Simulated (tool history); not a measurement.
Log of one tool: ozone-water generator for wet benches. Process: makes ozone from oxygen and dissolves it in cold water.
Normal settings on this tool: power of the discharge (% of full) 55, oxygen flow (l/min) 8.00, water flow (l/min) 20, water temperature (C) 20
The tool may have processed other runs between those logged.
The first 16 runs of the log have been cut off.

run	hour	power of the discharge (% of full)	oxygen flow (l/min)	water flow (l/min)	water temperature (C)	dissolved ozone (ppm)	ozone in the gas ahead of the water (g/m3)
17	799.0	76	8.00	20	22	29.7	278.9
18	850.0	76	8.00	20	22	29.4	280.6
19	895.8	76	8.00	20	22	28.9	279.1
20	932.7	76	8.00	20	22	29.1	279.9
21	1003.2	65	4.53	20	20	30.8	373.5
22	1060.2	100	4.53	20	26	36.7	487.6
23	1096.7	47	11.31	20	20	20.6	162.3
24	1146.1	47	11.31	20	20	20.4	161.7
25	1177.3	47	11.31	20	20	20.4	164.8
26	1217.8	55	9.33	20	21	23.5	206.0
27	1256.8	55	9.33	20	21	23.4	206.1
28	1315.0	79	8.00	20	20	31.4	288.3
# hour 1359.0: water thermometer calibrated
29	1374.8	79	8.00	20	20	31.3	287.0
30	1419.1	79	8.00	20	20	31.0	288.1
31	1470.3	79	8.00	20	20	31.5	287.0
32	1530.3	55	10.27	20	13	26.6	193.3

Here are 5 independent what-if runs from the current tool condition. What would each one return?
A	1595.1	60	10.27	20	28	?	?
B	1595.1	55	7.45	32	23	?	?
C	1595.1	59	7.63	19	13	?	?
D	1595.1	55	5.80	15	13	?	?
E	1595.1	55	5.42	20	20	?	?

run	dissolved ozone (ppm)	ozone in the gas ahead of the water (g/m3)
A	20.5	204.9
B	17.5	242.5
C	30.5	249.4
D	36.4	286.7
E	27.0	299.4
With no hidden state in the tool, these same runs would have given:
run	dissolved ozone (ppm)	ozone in the gas ahead of the water (g/m3)
A	20.6	199.8
B	17.6	236.4
C	30.6	243.1
D	36.4	279.5
E	27.0	291.8
